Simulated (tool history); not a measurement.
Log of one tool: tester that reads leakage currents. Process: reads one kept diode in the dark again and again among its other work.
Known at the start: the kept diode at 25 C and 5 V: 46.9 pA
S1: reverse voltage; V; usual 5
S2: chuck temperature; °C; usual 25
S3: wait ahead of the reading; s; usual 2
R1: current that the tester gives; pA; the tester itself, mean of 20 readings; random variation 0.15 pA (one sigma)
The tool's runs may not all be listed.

Run 1, hour 0: usual settings. Result: R1 49.68 pA.
Run 2, hour 135.8: usual settings. Result: R1 50.39 pA.
Run 3, hour 222.7: usual settings. Result: R1 50.97 pA.
Run 4, hour 321.1: usual settings but S1 8.75 V. Result: R1 66.35 pA.
At hour 367.3: chuck's temperature calibrated.
Run 5, hour 452.7: usual settings but S1 8.75 V. Result: R1 73.76 pA.
Run 6, hour 556.2: usual settings but S1 8.75 V. Result: R1 74.92 pA.
Run 7, hour 647.4: usual settings but S1 8.75 V. Result: R1 75.83 pA.
Run 8, hour 797.6: usual settings but S1 17.55 V. Result: R1 115.62 pA.
At hour 903.2: probe card cleaned and baked.
Run 9, hour 976.5: usual settings but S1 17.55 V. Result: R1 68.56 pA.
Run 10, hour 1077: usual settings. Result: R1 44.94 pA.
At hour 1203.2: chuck's temperature calibrated.
Run 11, hour 1223.7: usual settings but S1 14.18 V. Result: R1 76.33 pA.
Run 12, hour 1350.2: usual settings but S1 14.18 V. Result: R1 78.24 pA.
Run 13, hour 1536.1: usual settings but S1 14.18 V. Result: R1 82.59 pA.
Run 14, hour 1655.5: usual settings. Result: R1 52.41 pA.
Run 15, hour 1809.1: usual settings but S3 7.12 s. Result: R1 52.43 pA.
Run 16, hour 1926.7: usual settings but S1 1.55 V. Result: R1 32.75 pA.
At hour 2036.7: chuck's temperature calibrated.
Run 17, hour 2064.5: usual settings but S1 1.55 V. Result: R1 36.47 pA.
Run 18, hour 2266.4: usual settings but S1 1.55 V. Result: R1 35.97 pA.
At hour 2287.2: probe card cleaned and baked.
Run 19, hour 2441.5: usual settings but S1 1.55 V. Result: R1 31.15 pA.
Run 20, hour 2537.9: usual settings but S1 9.98 V, S3 0.46 s. Result: R1 65.85 pA.
At hour 2606: tester calibrated.
Run 21, hour 2687.4: usual settings but S1 7.28 V, S3 0.33 s. Result: R1 60 pA.
Run 22, hour 2825.1: usual settings but S1 7.28 V, S2 41 °C, S3 0.33 s. Result: R1 169.9 pA.
At hour 2891.1: chuck's temperature calibrated.
Run 23, hour 2938.7: usual settings but S1 2.79 V, S3 1.93 s. Result: R1 42.42 pA.
Run 24, hour 3074.4: usual settings but S1 1.09 V, S2 20 °C, S3 5.97 s. Result: R1 20.55 pA.
Run 25, hour 3198.5: usual settings but S1 1.05 V, S3 5.31 s. Result: R1 29.22 pA.
Run 26, hour 3400.3: usual settings but S2 41 °C, S3 0.39 s. Result: R1 159.02 pA.
Run 27, hour 3484.2: usual settings but S1 2.55 V, S2 23 °C, S3 0.39 s. Result: R1 37.5 pA.
Run 28, hour 3569.1: usual settings but S1 2.55 V, S2 23 °C, S3 0.39 s. Result: R1 37.76 pA.
At hour 3667.9: probe card cleaned and baked.
Run 29, hour 3686.2: usual settings but S1 17.09 V. Result: R1 63.67 pA.
At hour 3728.2: chuck's temperature calibrated.
Run 30, hour 3871.3: usual settings but S1 1.9 V, S2 41 °C, S3 3.73 s. Result: R1 114.5 pA.
Run 31, hour 3961.5: usual settings but S1 1.59 V, S3 0.68 s. Result: R1 33.85 pA.
Run 32, hour 4146.1: usual settings but S1 1.59 V, S3 0.68 s. Result: R1 33.43 pA.
Run 33, hour 4323: usual settings but S1 17.11 V, S2 35 °C, S3 2.59 s. Result: R1 163.79 pA.
Run 34, hour 4462.4: usual settings but S1 1.46 V, S2 26 °C, S3 3.67 s. Result: R1 33.95 pA.
At hour 4563.6: chuck's temperature calibrated.
Run 35, hour 4582.6: usual settings but S2 46 °C. Result: R1 233.91 pA.
Run 36, hour 4761.1: usual settings but S3 3.9 s. Result: R1 58.33 pA.
Run 37, hour 4893.4: usual settings but S1 5.56 V, S3 0.42 s. Result: R1 65.27 pA.
Run 38, hour 4982.1: usual settings but S3 0.67 s. Result: R1 60.3 pA.

Forecast each of these 3 alternatives for the next run:
At hour 5059: probe card cleaned and baked.
Run A, hour 5070.3: usual settings but S1 2.68 V, S2 23 °C, S3 0.67 s. Result: R1 ?.
At hour 5059: probe card cleaned and baked.
Run B, hour 5070.3: usual settings but S2 30 °C, S3 0.67 s. Result: R1 ?.
At hour 5059: probe card cleaned and baked.
Run C, hour 5070.3: usual settings but S1 6.79 V, S2 32 °C, S3 0.67 s. Result: R1 ?.

run     R1
  A  32.27
  B  67.03
  C  86.22
Without the tool's hidden state the same runs would have given:
run     R1
  A  34.35
  B  71.15
  C  91.42

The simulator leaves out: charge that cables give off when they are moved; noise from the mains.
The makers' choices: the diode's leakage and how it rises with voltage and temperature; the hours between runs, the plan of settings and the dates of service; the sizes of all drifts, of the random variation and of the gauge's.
